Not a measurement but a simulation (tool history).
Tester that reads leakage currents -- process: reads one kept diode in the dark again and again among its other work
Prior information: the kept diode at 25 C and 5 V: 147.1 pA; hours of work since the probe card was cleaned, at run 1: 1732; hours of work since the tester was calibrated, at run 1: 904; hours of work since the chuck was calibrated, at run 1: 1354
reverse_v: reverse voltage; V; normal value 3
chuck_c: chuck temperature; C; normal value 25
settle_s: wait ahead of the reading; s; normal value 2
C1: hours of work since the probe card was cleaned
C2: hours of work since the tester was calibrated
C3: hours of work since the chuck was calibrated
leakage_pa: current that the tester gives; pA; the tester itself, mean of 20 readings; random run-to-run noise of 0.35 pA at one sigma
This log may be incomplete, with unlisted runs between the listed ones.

{"run": 1, "hour": 0.0, "reverse_v": 3, "chuck_c": 25, "settle_s": 2, "C1": 1732, "C2": 904, "C3": 1354, "leakage_pa": 114.49}
{"run": 2, "hour": 38.6, "reverse_v": 3, "chuck_c": 25, "settle_s": 2, "C1": 1760, "C2": 931, "C3": 1381, "leakage_pa": 113.94}
{"run": 3, "hour": 60.1, "reverse_v": 3, "chuck_c": 25, "settle_s": 2, "C1": 1775, "C2": 946, "C3": 1397, "leakage_pa": 114.7}
{"hour": 67.0, "done": "probe card cleaned and baked"}
{"run": 4, "hour": 106.2, "reverse_v": 3, "chuck_c": 25, "settle_s": 2, "C1": 28, "C2": 977, "C3": 1427, "leakage_pa": 113.91}
{"run": 5, "hour": 150.6, "reverse_v": 3, "chuck_c": 25, "settle_s": 9.34, "C1": 59, "C2": 1008, "C3": 1458, "leakage_pa": 114.19}
{"run": 6, "hour": 181.7, "reverse_v": 2.18, "chuck_c": 25, "settle_s": 9.34, "C1": 81, "C2": 1030, "C3": 1480, "leakage_pa": 96.99}
{"run": 7, "hour": 217.2, "reverse_v": 3, "chuck_c": 25, "settle_s": 2, "C1": 106, "C2": 1055, "C3": 1505, "leakage_pa": 114.22}
{"run": 8, "hour": 259.1, "reverse_v": 3, "chuck_c": 25, "settle_s": 2, "C1": 136, "C2": 1085, "C3": 1535, "leakage_pa": 113.56}
{"run": 9, "hour": 295.0, "reverse_v": 3, "chuck_c": 25, "settle_s": 2, "C1": 161, "C2": 1110, "C3": 1560, "leakage_pa": 114.01}
{"run": 10, "hour": 328.5, "reverse_v": 3.43, "chuck_c": 25, "settle_s": 2, "C1": 185, "C2": 1134, "C3": 1584, "leakage_pa": 122.34}
{"run": 11, "hour": 359.0, "reverse_v": 3.43, "chuck_c": 25, "settle_s": 2, "C1": 206, "C2": 1155, "C3": 1606, "leakage_pa": 121.82}
{"run": 12, "hour": 391.3, "reverse_v": 3.43, "chuck_c": 25, "settle_s": 2, "C1": 229, "C2": 1178, "C3": 1628, "leakage_pa": 121.94}
{"run": 13, "hour": 430.7, "reverse_v": 3, "chuck_c": 25, "settle_s": 2, "C1": 257, "C2": 1206, "C3": 1656, "leakage_pa": 114.63}
{"run": 14, "hour": 449.6, "reverse_v": 3, "chuck_c": 25, "settle_s": 2, "C1": 270, "C2": 1219, "C3": 1670, "leakage_pa": 114.08}
{"run": 15, "hour": 486.4, "reverse_v": 3, "chuck_c": 25, "settle_s": 2, "C1": 296, "C2": 1245, "C3": 1696, "leakage_pa": 113.7}
{"run": 16, "hour": 529.7, "reverse_v": 3, "chuck_c": 25, "settle_s": 2, "C1": 327, "C2": 1276, "C3": 1726, "leakage_pa": 113.2}
{"run": 17, "hour": 568.1, "reverse_v": 3, "chuck_c": 20, "settle_s": 2, "C1": 354, "C2": 1303, "C3": 1753, "leakage_pa": 77.57}
{"run": 18, "hour": 586.5, "reverse_v": 8.65, "chuck_c": 46, "settle_s": 1.6, "C1": 367, "C2": 1316, "C3": 1766, "leakage_pa": 843.9}
{"run": 19, "hour": 625.0, "reverse_v": 1.11, "chuck_c": 30, "settle_s": 2.95, "C1": 394, "C2": 1343, "C3": 1793, "leakage_pa": 99.01}
{"run": 20, "hour": 663.3, "reverse_v": 1.11, "chuck_c": 46, "settle_s": 2.95, "C1": 421, "C2": 1370, "C3": 1820, "leakage_pa": 298.68}
{"run": 21, "hour": 685.4, "reverse_v": 1.11, "chuck_c": 46, "settle_s": 2.95, "C1": 437, "C2": 1386, "C3": 1836, "leakage_pa": 298.64}
{"run": 22, "hour": 724.3, "reverse_v": 1.06, "chuck_c": 46, "settle_s": 0.92, "C1": 464, "C2": 1413, "C3": 1864, "leakage_pa": 292.24}
{"run": 23, "hour": 748.9, "reverse_v": 7.87, "chuck_c": 46, "settle_s": 0.75, "C1": 482, "C2": 1431, "C3": 1881, "leakage_pa": 802.27}
{"run": 24, "hour": 766.7, "reverse_v": 7.96, "chuck_c": 46, "settle_s": 1.83, "C1": 494, "C2": 1443, "C3": 1894, "leakage_pa": 807.52}
{"run": 25, "hour": 800.7, "reverse_v": 7.07, "chuck_c": 35, "settle_s": 4.72, "C1": 518, "C2": 1467, "C3": 1918, "leakage_pa": 363.14}
{"run": 26, "hour": 828.6, "reverse_v": 7.07, "chuck_c": 34, "settle_s": 4.64, "C1": 538, "C2": 1487, "C3": 1937, "leakage_pa": 337.14}
{"run": 27, "hour": 871.1, "reverse_v": 1.04, "chuck_c": 34, "settle_s": 4.64, "C1": 568, "C2": 1517, "C3": 1967, "leakage_pa": 128.23}
{"run": 28, "hour": 889.7, "reverse_v": 3, "chuck_c": 57, "settle_s": 0.47, "C1": 581, "C2": 1530, "C3": 1980, "leakage_pa": 988.86}
{"run": 29, "hour": 928.2, "reverse_v": 5.47, "chuck_c": 34, "settle_s": 0.68, "C1": 608, "C2": 1557, "C3": 2008, "leakage_pa": 297.31}
{"run": 30, "hour": 964.6, "reverse_v": 4.09, "chuck_c": 34, "settle_s": 9.48, "C1": 634, "C2": 1583, "C3": 2033, "leakage_pa": 256.46}
{"run": 31, "hour": 989.8, "reverse_v": 4.09, "chuck_c": 34, "settle_s": 9.48, "C1": 652, "C2": 1601, "C3": 2051, "leakage_pa": 254.93}
{"run": 32, "hour": 1008.9, "reverse_v": 5.26, "chuck_c": 50, "settle_s": 1.12, "C1": 665, "C2": 1614, "C3": 2065, "leakage_pa": 846.08}
{"run": 33, "hour": 1051.5, "reverse_v": 1.18, "chuck_c": 41, "settle_s": 2.87, "C1": 695, "C2": 1644, "C3": 2095, "leakage_pa": 221.64}
{"run": 34, "hour": 1095.8, "reverse_v": 3, "chuck_c": 27, "settle_s": 0.3, "C1": 727, "C2": 1676, "C3": 2126, "leakage_pa": 133.73}

Alternative continuations, all from the tool just after run 34; predict every row:
{"run": "A", "hour": 1128.6, "reverse_v": 3.96, "chuck_c": 27, "settle_s": 3.48, "C1": 750, "C2": 1699, "C3": 2149, "leakage_pa": "?"}
{"run": "B", "hour": 1128.6, "reverse_v": 6.22, "chuck_c": 38, "settle_s": 2, "C1": 750, "C2": 1699, "C3": 2149, "leakage_pa": "?"}
{"run": "C", "hour": 1128.6, "reverse_v": 3, "chuck_c": 53, "settle_s": 1.74, "C1": 750, "C2": 1699, "C3": 2149, "leakage_pa": "?"}

run=A leakage_pa=151.9
run=B leakage_pa=418.44
run=C leakage_pa=771.47
Without the tool's unlogged condition, the same runs would have read:
run=A leakage_pa=151.69
run=B leakage_pa=417.93
run=C leakage_pa=770.7

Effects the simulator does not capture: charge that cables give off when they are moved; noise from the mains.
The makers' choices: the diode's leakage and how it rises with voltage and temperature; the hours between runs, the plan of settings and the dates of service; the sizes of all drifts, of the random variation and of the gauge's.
